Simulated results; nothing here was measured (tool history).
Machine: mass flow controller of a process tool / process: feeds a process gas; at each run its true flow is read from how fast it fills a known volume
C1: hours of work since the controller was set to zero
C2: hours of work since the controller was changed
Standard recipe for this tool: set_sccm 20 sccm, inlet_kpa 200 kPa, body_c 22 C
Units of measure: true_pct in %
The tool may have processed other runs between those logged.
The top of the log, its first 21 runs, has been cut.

{"run": 22, "hour": 8390.4, "set_sccm": 20, "inlet_kpa": 142, "body_c": 22, "C1": 579, "C2": 3704, "true_pct": 98.49}
{"run": 23, "hour": 8885.5, "set_sccm": 20, "inlet_kpa": 142, "body_c": 22, "C1": 748, "C2": 3872, "true_pct": 98.31}
{"run": 24, "hour": 9233.8, "set_sccm": 14, "inlet_kpa": 152, "body_c": 37, "C1": 866, "C2": 3991, "true_pct": 96.05}
{"run": 25, "hour": 9518.5, "set_sccm": 14, "inlet_kpa": 152, "body_c": 30, "C1": 963, "C2": 4088, "true_pct": 96.67}
{"run": 26, "hour": 9949.2, "set_sccm": 7, "inlet_kpa": 213, "body_c": 26, "C1": 1110, "C2": 4235, "true_pct": 95.3}
{"run": 27, "hour": 10325.3, "set_sccm": 7, "inlet_kpa": 213, "body_c": 26, "C1": 1239, "C2": 4363, "true_pct": 94.82}
{"run": 28, "hour": 10841.4, "set_sccm": 7, "inlet_kpa": 213, "body_c": 26, "C1": 1414, "C2": 4539, "true_pct": 94.53}
{"run": 29, "hour": 11118.7, "set_sccm": 23, "inlet_kpa": 213, "body_c": 26, "C1": 1509, "C2": 4634, "true_pct": 96.97}
{"run": 30, "hour": 11498.3, "set_sccm": 20, "inlet_kpa": 225, "body_c": 36, "C1": 1638, "C2": 4763, "true_pct": 95.23}
{"run": 31, "hour": 11808.5, "set_sccm": 20, "inlet_kpa": 225, "body_c": 36, "C1": 1744, "C2": 4869, "true_pct": 95.19}
{"run": 32, "hour": 12247.0, "set_sccm": 20, "inlet_kpa": 225, "body_c": 38, "C1": 1894, "C2": 5018, "true_pct": 94.82}
{"run": 33, "hour": 12724.3, "set_sccm": 20, "inlet_kpa": 225, "body_c": 38, "C1": 2056, "C2": 5181, "true_pct": 94.67}
{"run": 34, "hour": 12990.1, "set_sccm": 6, "inlet_kpa": 179, "body_c": 20, "C1": 2147, "C2": 5272, "true_pct": 92.78}
{"run": 35, "hour": 13519.2, "set_sccm": 12, "inlet_kpa": 204, "body_c": 22, "C1": 2327, "C2": 5452, "true_pct": 94.92}
{"run": 36, "hour": 14011.1, "set_sccm": 22, "inlet_kpa": 145, "body_c": 24, "C1": 2495, "C2": 5620, "true_pct": 96.43}

Predict each of these 5 candidate next runs independently; none follows another, all start after run 36:
{"run": "A", "hour": 14362.1, "set_sccm": 22, "inlet_kpa": 145, "body_c": 25, "C1": 2615, "C2": 5740, "true_pct": "?"}
{"run": "B", "hour": 14362.1, "set_sccm": 20, "inlet_kpa": 200, "body_c": 34, "C1": 2615, "C2": 5740, "true_pct": "?"}
{"run": "C", "hour": 14362.1, "set_sccm": 7, "inlet_kpa": 225, "body_c": 36, "C1": 2615, "C2": 5740, "true_pct": "?"}
{"run": "D", "hour": 14362.1, "set_sccm": 32, "inlet_kpa": 186, "body_c": 24, "C1": 2615, "C2": 5740, "true_pct": "?"}
{"run": "E", "hour": 14362.1, "set_sccm": 22, "inlet_kpa": 145, "body_c": 22, "C1": 2615, "C2": 5740, "true_pct": "?"}

run=A true_pct=96.21
run=B true_pct=94.68
run=C true_pct=90.35
run=D true_pct=96.69
run=E true_pct=96.59
Without the tool's unlogged condition, the same runs would have read:
run=A true_pct=99.87
run=B true_pct=98.53
run=C true_pct=97.97
run=D true_pct=99.78
run=E true_pct=100.26
